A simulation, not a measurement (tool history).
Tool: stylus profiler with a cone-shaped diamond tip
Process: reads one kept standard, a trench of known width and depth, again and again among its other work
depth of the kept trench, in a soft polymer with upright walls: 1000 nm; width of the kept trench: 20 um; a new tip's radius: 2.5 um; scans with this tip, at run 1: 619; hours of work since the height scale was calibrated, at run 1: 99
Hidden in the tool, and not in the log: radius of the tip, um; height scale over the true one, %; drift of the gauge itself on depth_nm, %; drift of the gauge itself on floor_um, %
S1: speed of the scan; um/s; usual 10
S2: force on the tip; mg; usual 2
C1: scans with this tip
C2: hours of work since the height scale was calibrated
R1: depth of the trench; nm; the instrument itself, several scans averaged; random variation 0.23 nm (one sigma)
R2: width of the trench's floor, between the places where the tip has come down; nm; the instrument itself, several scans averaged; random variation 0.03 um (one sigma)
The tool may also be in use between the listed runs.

run   hour  S1    S2    C1   C2       R1     R2
  1      0  10     2   619   99  1009.66  15910
  2   18.9   4     2   680  109  1009.74  15900
  3   37.8   2     2   740  118     1010  15850
  4   59.4  16     2   808  129  1009.52  15840
  5   72.5  10     2   849  136  1009.97  15870
  6   95.1  10     2   921  147   1010.3  15820
  7  110.4   4     2   970  155  1010.33  15830
  8  133.4   4     2  1043  167  1010.24  15850
  9  151.7  10  0.92  1101  176  1006.79  15810
 10    166  10  0.92  1146  183  1006.22  15800
 11  179.8  10  0.92  1190  190  1006.36  15780
 12  190.3  10  0.92  1224  196  1006.57  15760
 13  210.9  10  0.92  1289  206  1006.49  15770
 14  230.1  22     2  1350  216  1010.48  15710
 15  253.1  22     2  1423  227  1010.27  15750
 16  269.7   3     2  1476  236   1010.6  15820
 17  290.9   3     2  1543  247  1010.21  15710
     293.3  -- height scale calibrated on a step standard
 18  304.4  21  1.42  1584    6  1008.88  15670
 19  316.3  12  0.73  1622   12  1006.17  15730
 20  326.5  12  0.73  1654   17  1006.31  15660
 21  339.3  26   2.7  1695   23  1012.81  15690
 22  359.3  29  2.62  1758   33  1012.96  15650
 23  374.5   2  2.46  1807   41  1012.42  15720
 24  394.7  19     4  1871   51  1016.96  15670
 25  408.4  10  1.74  1914   58  1010.28  15680
 26  418.3   2  1.47  1946   63  1009.76  15710
     429.2  -- height scale calibrated on a step standard, once more
 27  436.2  32  4.36  2001    4  1015.77  15610
 28  451.8   6   2.4  2050   11  1010.59  15700
 29  469.9   6   2.4  2108   21  1011.07  15690
 30  484.7  23  5.75  2155   28  1019.94  15630

Forecast each of these 4 alternatives for the next run:
  A   504   3  5.73  2216  38   ?   ?
  B   504  10   0.9  2216  38   ?   ?
  C   504  15  0.86  2216  38   ?   ?
  D   504  35  3.57  2216  38   ?   ?

run       R1     R2
  A  1019.49  15680
  B  1006.21  15720
  C  1005.68  15650
  D  1014.56  15580
Without the tool's hidden state the same runs would have given:
run       R1     R2
  A  1019.08  16000
  B   1005.8  16040
  C  1005.27  15970
  D  1014.15  15900
